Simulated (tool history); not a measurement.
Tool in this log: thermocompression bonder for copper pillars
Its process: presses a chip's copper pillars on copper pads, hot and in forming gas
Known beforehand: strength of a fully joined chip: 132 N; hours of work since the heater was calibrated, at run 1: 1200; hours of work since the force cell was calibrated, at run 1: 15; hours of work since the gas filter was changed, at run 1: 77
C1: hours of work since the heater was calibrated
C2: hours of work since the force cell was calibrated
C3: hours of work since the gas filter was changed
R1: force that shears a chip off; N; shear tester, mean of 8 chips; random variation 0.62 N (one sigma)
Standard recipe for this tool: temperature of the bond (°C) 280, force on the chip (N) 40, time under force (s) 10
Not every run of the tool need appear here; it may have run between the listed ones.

Run 1, hour 0: usual settings; C1 1200; C2 15; C3 77. Result: R1 96.4 N.
Run 2, hour 28.5: usual settings; C1 1222; C2 37; C3 99. Result: R1 96.3 N.
Run 3, hour 65.1: usual settings; C1 1250; C2 65; C3 127. Result: R1 96.7 N.
Run 4, hour 105.3: usual settings but time under force (s) 20; C1 1280; C2 96; C3 158. Result: R1 111.3 N.
Run 5, hour 134.2: usual settings; C1 1302; C2 118; C3 180. Result: R1 97.5 N.
Run 6, hour 162.4: usual settings; C1 1324; C2 139; C3 201. Result: R1 95.4 N.
Run 7, hour 209.2: usual settings; C1 1360; C2 175; C3 237. Result: R1 95.8 N.
At hour 227.6: forming gas filter changed.
Run 8, hour 237: usual settings; C1 1381; C2 196; C3 7. Result: R1 98.5 N.
Run 9, hour 272.9: usual settings; C1 1408; C2 223; C3 35. Result: R1 96.3 N.
Run 10, hour 319.3: usual settings but force on the chip (N) 35; C1 1444; C2 259; C3 70. Result: R1 91.9 N.
Run 11, hour 362: usual settings but force on the chip (N) 35; C1 1476; C2 291; C3 103. Result: R1 92.6 N.
At hour 389.5: heater calibrated with a thermocouple chip.
Run 12, hour 412.1: usual settings but force on the chip (N) 35; C1 17; C2 328; C3 139. Result: R1 86.9 N.
Run 13, hour 448.1: usual settings; C1 45; C2 356; C3 167. Result: R1 90.8 N.
Run 14, hour 489.3: usual settings; C1 76; C2 387; C3 198. Result: R1 90.3 N.
Run 15, hour 519.3: usual settings; C1 99; C2 410; C3 221. Result: R1 90.7 N.
At hour 558.1: forming gas filter changed.
Run 16, hour 561.7: usual settings; C1 131; C2 442; C3 3. Result: R1 93.5 N.
Run 17, hour 587.1: usual settings but force on the chip (N) 27; C1 151; C2 461; C3 22. Result: R1 78.4 N.
Run 18, hour 628: usual settings but force on the chip (N) 27; C1 182; C2 493; C3 53. Result: R1 78.2 N.
Run 19, hour 655.7: usual settings but force on the chip (N) 27; C1 203; C2 514; C3 75. Result: R1 77.5 N.
Run 20, hour 688.3: usual settings but force on the chip (N) 27; C1 228; C2 539; C3 99. Result: R1 77.2 N.
Run 21, hour 731.3: usual settings but force on the chip (N) 37; C1 261; C2 572; C3 132. Result: R1 88.2 N.
Run 22, hour 768.4: usual settings but temperature of the bond (°C) 293, force on the chip (N) 29, time under force (s) 16; C1 289; C2 600; C3 161. Result: R1 102.5 N.
Run 23, hour 794.6: usual settings but temperature of the bond (°C) 251, time under force (s) 19; C1 309; C2 620; C3 181. Result: R1 77.8 N.
Run 24, hour 829.1: usual settings but temperature of the bond (°C) 251, time under force (s) 19; C1 336; C2 646; C3 207. Result: R1 76.2 N.
Run 25, hour 860.2: usual settings but temperature of the bond (°C) 251, time under force (s) 19; C1 359; C2 670; C3 231. Result: R1 77.3 N.
At hour 887: forming gas filter changed.
Run 26, hour 896.5: usual settings but temperature of the bond (°C) 251, time under force (s) 19; C1 387; C2 697; C3 7. Result: R1 79.2 N.
Run 27, hour 937.4: usual settings but force on the chip (N) 49; C1 418; C2 729; C3 39. Result: R1 101.1 N.
Run 28, hour 958.7: usual settings but force on the chip (N) 49, time under force (s) 21; C1 434; C2 745; C3 55. Result: R1 114.2 N.
Run 29, hour 1006.2: usual settings but temperature of the bond (°C) 294, force on the chip (N) 29; C1 470; C2 781; C3 91. Result: R1 94.2 N.
Run 30, hour 1045.3: usual settings but temperature of the bond (°C) 294, force on the chip (N) 29; C1 500; C2 811; C3 121. Result: R1 93.8 N.
Run 31, hour 1093.2: usual settings but temperature of the bond (°C) 286, time under force (s) 11; C1 537; C2 848; C3 158. Result: R1 100 N.
Run 32, hour 1123: usual settings but temperature of the bond (°C) 286, force on the chip (N) 38, time under force (s) 11; C1 560; C2 871; C3 180. Result: R1 98.4 N.
Run 33, hour 1163.4: usual settings but temperature of the bond (°C) 271, force on the chip (N) 26; C1 591; C2 901; C3 211. Result: R1 68.1 N.
Run 34, hour 1190.3: usual settings but temperature of the bond (°C) 250, force on the chip (N) 26, time under force (s) 23; C1 611; C2 922; C3 232. Result: R1 65.9 N.
At hour 1213.6: forming gas filter changed.
Run 35, hour 1215.2: usual settings but temperature of the bond (°C) 250, force on the chip (N) 26, time under force (s) 23; C1 630; C2 941; C3 1. Result: R1 68.4 N.
Run 36, hour 1241: usual settings but temperature of the bond (°C) 250, force on the chip (N) 26, time under force (s) 11; C1 650; C2 960; C3 21. Result: R1 52.1 N.
Run 37, hour 1280.6: usual settings but temperature of the bond (°C) 250, force on the chip (N) 26, time under force (s) 11; C1 680; C2 991; C3 51. Result: R1 52.8 N.
Run 38, hour 1302.1: usual settings but temperature of the bond (°C) 250, force on the chip (N) 26, time under force (s) 11; C1 696; C2 1007; C3 68. Result: R1 51.9 N.
Run 39, hour 1344.5: usual settings but temperature of the bond (°C) 261, force on the chip (N) 33, time under force (s) 11; C1 729; C2 1039; C3 100. Result: R1 68.7 N.

Below are 5 alternative next runs, each starting from the tool's condition after run 39. Predict each:
Run A, hour 1383: usual settings but temperature of the bond (°C) 261, force on the chip (N) 33, time under force (s) 28; C1 758; C2 1069; C3 130. Result: R1 ?.
Run B, hour 1383: usual settings but temperature of the bond (°C) 273, force on the chip (N) 37, time under force (s) 5; C1 758; C2 1069; C3 130. Result: R1 ?.
Run C, hour 1383: usual settings but temperature of the bond (°C) 293, force on the chip (N) 33, time under force (s) 11; C1 758; C2 1069; C3 130. Result: R1 ?.
Run D, hour 1383: usual settings but temperature of the bond (°C) 282, force on the chip (N) 33, time under force (s) 11; C1 758; C2 1069; C3 130. Result: R1 ?.
Run E, hour 1383: usual settings but temperature of the bond (°C) 274, force on the chip (N) 33, time under force (s) 13; C1 758; C2 1069; C3 130. Result: R1 ?.

run     R1
  A   91.7
  B   67.7
  C  100.3
  D   90.5
  E     87
With the hidden condition removed and each run's random variation left untouched, the same runs would have given:
run     R1
  A   92.6
  B   68.3
  C  101.6
  D   91.5
  E   87.9
